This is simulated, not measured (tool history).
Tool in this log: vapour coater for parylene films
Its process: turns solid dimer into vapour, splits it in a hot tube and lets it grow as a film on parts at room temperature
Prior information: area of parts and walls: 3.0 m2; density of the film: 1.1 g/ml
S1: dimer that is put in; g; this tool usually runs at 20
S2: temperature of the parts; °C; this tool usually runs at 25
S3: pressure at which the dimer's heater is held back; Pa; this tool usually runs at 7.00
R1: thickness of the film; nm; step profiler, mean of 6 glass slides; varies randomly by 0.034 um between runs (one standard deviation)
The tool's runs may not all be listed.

run,hour,S1,S2,S3,R1
1,0.0,20,25,7.00,3250
2,11.3,20,25,2.48,4210
3,22.0,20,32,7.00,2400
4,36.8,20,25,7.00,3290
5,51.2,20,37,7.00,1900
6,61.0,20,37,7.00,1900
7,70.6,20,25,7.00,3280
8,79.5,20,25,5.95,3350
9,90.1,20,25,5.95,3340
10,96.7,20,25,7.00,3200
11,110.6,20,25,7.00,3200
12,124.5,20,25,7.00,3270
13,133.1,21,36,7.00,2020
14,146.2,21,36,7.00,2040
# hour 151.4: trap's valve overhauled
15,166.4,20,18,7.00,4280
16,176.4,20,18,7.00,4280
17,186.7,33,21,3.91,6910
18,196.4,33,21,3.91,6930
19,210.4,20,29,7.00,2580
20,223.1,27,25,7.00,4170
21,233.5,32,18,7.00,6750
22,240.8,28,37,4.41,2730
# hour 251.4: trap's valve overhauled, once more
23,252.7,16,37,7.36,1570
24,259.6,20,29,2.31,3590

5 options for the next run, each taken on its own from the tool as it stands now. Forecast them:
A,270.1,18,32,7.00,?
B,270.1,20,37,7.13,?
C,270.1,26,21,2.86,?
D,270.1,13,35,3.60,?
E,270.1,24,20,6.08,?

run,R1
A,2220
B,1970
C,6480
D,1610
E,5420
With no hidden state in the tool, these same runs would have given:
run,R1
A,2260
B,2000
C,6580
D,1640
E,5510
